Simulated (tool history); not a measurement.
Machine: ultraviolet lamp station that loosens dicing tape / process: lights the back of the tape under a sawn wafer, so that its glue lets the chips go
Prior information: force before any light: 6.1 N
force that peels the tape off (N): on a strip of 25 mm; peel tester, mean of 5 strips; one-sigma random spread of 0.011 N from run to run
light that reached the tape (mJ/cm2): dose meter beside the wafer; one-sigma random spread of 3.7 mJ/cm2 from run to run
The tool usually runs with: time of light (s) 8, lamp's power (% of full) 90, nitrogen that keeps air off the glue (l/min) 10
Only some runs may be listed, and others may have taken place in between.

run    hour  time of light (s)  lamp's power (% of full)  nitrogen that keeps air off the glue (l/min)  force that peels the tape off (N)  light that reached the tape (mJ/cm2)
  1       0                  8                        90                                            10                               0.82                                   473
  2      52                  8                        90                                            10                              0.865                                   466
  3   115.2                  8                        90                                            10                              0.948                                   444
  4   179.6                  8                        90                                            10                              0.981                                   423
  5   214.5                  8                        90                                            10                              0.993                                   423
  6   270.9                  8                        90                                            10                              1.104                                   403
  7   343.9                  8                        90                                            10                               1.15                                   385
      379.3  -- window cleaned of glue's vapour
  8   401.2                  8                        90                                            10                               1.44                                   326
  9   435.2                 12                        90                                            10                              0.799                                   479
 10   475.8                 12                        90                                            10                              0.821                                   466
 11     512                 12                        90                                            10                                0.9                                   462
      521.9  -- window cleaned of glue's vapour, once more
 12   584.1                  8                        75                                             7                              1.527                                   357
 13   634.6                 15                        93                                             7                              0.382                                   801
 14   685.8                 15                        93                                             7                               0.41                                   760
 15   734.5                  8                        90                                             3                              2.053                                   387
 16   801.2                 10                        63                                            16                              1.207                                   324
 17   841.6                  7                        78                                            10                              1.845                                   275
      850.3  -- lamp changed
 18     911                  6                        80                                             8                              1.404                                   366
 19   966.3                  6                        80                                             8                                1.5                                   357
 20  1005.2                 10                        98                                             8                              0.444                                   708
 21  1061.6                  9                        90                                             4                              1.096                                   564
 22  1094.8                  9                        90                                             4                              1.106                                   548

Branching from run 22: 3 alternative next runs. What would each branch give?
  A  1150.8                 11                        68                                             8                                  ?                                     ?
  B  1150.8                  7                        69                                            18                                  ?                                     ?
  C  1150.8                  8                        61                                            10                                  ?                                     ?

run  force that peels the tape off (N)  light that reached the tape (mJ/cm2)
  A                              0.873                                   484
  B                              1.153                                   318
  C                              1.479                                   321
Without the tool's unlogged condition, the same runs would have read:
run  force that peels the tape off (N)  light that reached the tape (mJ/cm2)
  A                              0.513                                   644
  B                              0.711                                   423
  C                              0.968                                   426

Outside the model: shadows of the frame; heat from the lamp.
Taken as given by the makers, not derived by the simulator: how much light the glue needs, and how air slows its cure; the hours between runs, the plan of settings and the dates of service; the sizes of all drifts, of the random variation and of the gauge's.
